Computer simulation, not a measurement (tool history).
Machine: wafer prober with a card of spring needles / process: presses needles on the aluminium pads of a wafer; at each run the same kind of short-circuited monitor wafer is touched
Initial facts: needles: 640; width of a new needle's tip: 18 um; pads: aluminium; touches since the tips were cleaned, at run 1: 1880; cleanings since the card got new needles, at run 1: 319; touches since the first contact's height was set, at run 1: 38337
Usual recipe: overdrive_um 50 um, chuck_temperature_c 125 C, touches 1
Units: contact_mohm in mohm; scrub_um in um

run,hour,overdrive_um,chuck_temperature_c,touches,touches since the tips were cleaned,cleanings since the card got new needles,touches since the first contact's height was set,contact_mohm,scrub_um
1,0.0,50,125,1,1880,319,38337,270,10.89
# hour 7.2: tips cleaned on abrasive film
# hour 19.2: tips cleaned on abrasive film
# hour 31.2: card fitted with new needles
# hour 43.2: tips cleaned on abrasive film
# hour 55.2: tips cleaned on abrasive film
# hour 67.2: tips cleaned on abrasive film
2,74.6,50,125,1,4699,3,27485,265,10.93
# hour 77.1: tips cleaned on abrasive film
# hour 89.1: tips cleaned on abrasive film
# hour 101.1: tips cleaned on abrasive film
# hour 110.7: tips cleaned on abrasive film
# hour 122.7: tips cleaned on abrasive film
# hour 132.3: tips cleaned on abrasive film
# hour 144.3: tips cleaned on abrasive film
3,147.0,50,125,1,1726,10,73262,266,10.93
# hour 154.3: tips cleaned on abrasive film
# hour 166.3: tips cleaned on abrasive film
# hour 178.2: tips cleaned on abrasive film
# hour 190.2: tips cleaned on abrasive film
4,192.7,50,125,1,1542,14,102150,266,10.97
# hour 200.0: tips cleaned on abrasive film
# hour 211.9: tips cleaned on abrasive film
# hour 223.9: tips cleaned on abrasive film
# hour 235.9: tips cleaned on abrasive film
5,238.6,50,125,1,1690,18,131214,266,10.99
# hour 245.8: tips cleaned on abrasive film
# hour 257.8: tips cleaned on abrasive film
# hour 269.8: tips cleaned on abrasive film
# hour 281.8: tips cleaned on abrasive film
# hour 293.8: tips cleaned on abrasive film
# hour 305.8: tips cleaned on abrasive film
# hour 317.8: tips cleaned on abrasive film
6,321.1,50,125,1,2089,25,183426,272,10.94
# hour 328.3: tips cleaned on abrasive film
# hour 340.3: tips cleaned on abrasive film
# hour 352.3: tips cleaned on abrasive film
# hour 362.1: height of the first contact set anew
# hour 364.6: tips cleaned on abrasive film
# hour 376.6: tips cleaned on abrasive film
7,377.3,50,125,1,421,30,9536,269,10.96
# hour 386.9: tips cleaned on abrasive film
# hour 398.9: tips cleaned on abrasive film
# hour 410.9: tips cleaned on abrasive film
# hour 422.9: tips cleaned on abrasive film
# hour 434.9: tips cleaned on abrasive film
# hour 446.9: tips cleaned on abrasive film
# hour 458.9: tips cleaned on abrasive film
8,461.2,65,125,1,1504,37,62688,261,14.29
# hour 470.9: tips cleaned on abrasive film
# hour 480.5: tips cleaned on abrasive film
# hour 492.5: tips cleaned on abrasive film
# hour 504.5: tips cleaned on abrasive film
# hour 516.5: tips cleaned on abrasive film
# hour 528.5: tips cleaned on abrasive film
# hour 540.5: tips cleaned on abrasive film
# hour 550.1: tips cleaned on abrasive film
9,554.6,65,125,1,2862,45,121754,259,14.28
# hour 561.8: tips cleaned on abrasive film
# hour 573.8: tips cleaned on abrasive film
# hour 585.8: tips cleaned on abrasive film
# hour 597.8: tips cleaned on abrasive film
# hour 607.5: tips cleaned on abrasive film
10,607.5,52,125,1,0,50,155205,265,11.41
# hour 619.4: tips cleaned on abrasive film
# hour 629.0: tips cleaned on abrasive film
# hour 641.0: tips cleaned on abrasive film
# hour 653.0: tips cleaned on abrasive film
# hour 665.0: tips cleaned on abrasive film
# hour 677.0: tips cleaned on abrasive film
# hour 686.7: tips cleaned on abrasive film
# hour 694.1: height of the first contact set anew
# hour 699.0: tips cleaned on abrasive film
11,703.6,52,125,1,2966,58,6004,268,11.46
# hour 710.8: tips cleaned on abrasive film
# hour 722.8: tips cleaned on abrasive film
# hour 734.8: tips cleaned on abrasive film
# hour 746.8: tips cleaned on abrasive film
# hour 758.8: tips cleaned on abrasive film
# hour 770.8: tips cleaned on abrasive film
12,777.8,52,125,1,4431,64,52968,264,11.47
# hour 782.6: tips cleaned on abrasive film
# hour 794.6: tips cleaned on abrasive film
# hour 806.6: tips cleaned on abrasive film
# hour 818.6: tips cleaned on abrasive film
13,825.9,46,99,2,4655,68,83446,265,10.11
# hour 828.4: tips cleaned on abrasive film
# hour 840.4: tips cleaned on abrasive film
# hour 852.4: tips cleaned on abrasive film
# hour 864.4: tips cleaned on abrasive film
# hour 876.4: tips cleaned on abrasive film
# hour 888.4: tips cleaned on abrasive film
# hour 900.4: tips cleaned on abrasive film
# hour 910.0: tips cleaned on abrasive film
14,915.2,46,99,2,3349,76,139956,263,10.11
# hour 920.1: tips cleaned on abrasive film
# hour 929.7: tips cleaned on abrasive film
# hour 941.7: tips cleaned on abrasive film
# hour 953.7: tips cleaned on abrasive film
# hour 965.5: tips cleaned on abrasive film
15,965.5,50,77,2,0,81,171723,256,11.02
# hour 977.5: tips cleaned on abrasive film
# hour 989.5: tips cleaned on abrasive film
# hour 1001.5: tips cleaned on abrasive film
# hour 1013.5: tips cleaned on abrasive film
# hour 1023.1: tips cleaned on abrasive film
# hour 1025.8: height of the first contact set anew
# hour 1035.4: tips cleaned on abrasive film
# hour 1047.4: tips cleaned on abrasive film
16,1052.3,58,64,1,3131,88,16802,247,12.81
# hour 1057.2: tips cleaned on abrasive film
# hour 1069.2: tips cleaned on abrasive film
# hour 1081.2: tips cleaned on abrasive film
# hour 1090.8: tips cleaned on abrasive film
# hour 1102.8: tips cleaned on abrasive film
# hour 1114.8: tips cleaned on abrasive film
# hour 1126.8: tips cleaned on abrasive film
# hour 1138.8: tips cleaned on abrasive film
17,1139.9,48,40,1,675,96,72169,242,10.57
# hour 1149.5: tips cleaned on abrasive film
# hour 1161.5: tips cleaned on abrasive film
# hour 1173.5: tips cleaned on abrasive film
# hour 1185.5: tips cleaned on abrasive film
# hour 1197.5: tips cleaned on abrasive film
# hour 1209.5: tips cleaned on abrasive film
18,1210.9,48,40,1,906,102,117126,246,10.62
# hour 1220.5: tips cleaned on abrasive film
# hour 1232.5: tips cleaned on abrasive film
# hour 1244.5: tips cleaned on abrasive film
# hour 1256.5: tips cleaned on abrasive film
# hour 1268.5: tips cleaned on abrasive film
# hour 1280.5: tips cleaned on abrasive film
# hour 1292.5: tips cleaned on abrasive film
19,1299.0,35,39,1,4175,109,172947,256,7.73
# hour 1303.9: tips cleaned on abrasive film
# hour 1315.9: tips cleaned on abrasive film
# hour 1325.5: tips cleaned on abrasive film
# hour 1337.5: tips cleaned on abrasive film
20,1343.7,38,125,1,3962,113,201214,278,8.40

For run 21, what comes out?
# hour 1348.6: tips cleaned on abrasive film
# hour 1358.4: height of the first contact set anew
# hour 1360.9: tips cleaned on abrasive film
# hour 1372.9: tips cleaned on abrasive film
# hour 1384.9: tips cleaned on abrasive film
# hour 1396.9: tips cleaned on abrasive film
# hour 1406.5: tips cleaned on abrasive film
21,1409.5,38,125,1,1917,119,32298,?,?

{"run 21": {"contact_mohm": 280, "scrub_um": 8.4}}
Minus the tool's unlogged condition, the same run would have read contact_mohm 280 mohm, scrub_um 8.30 um.
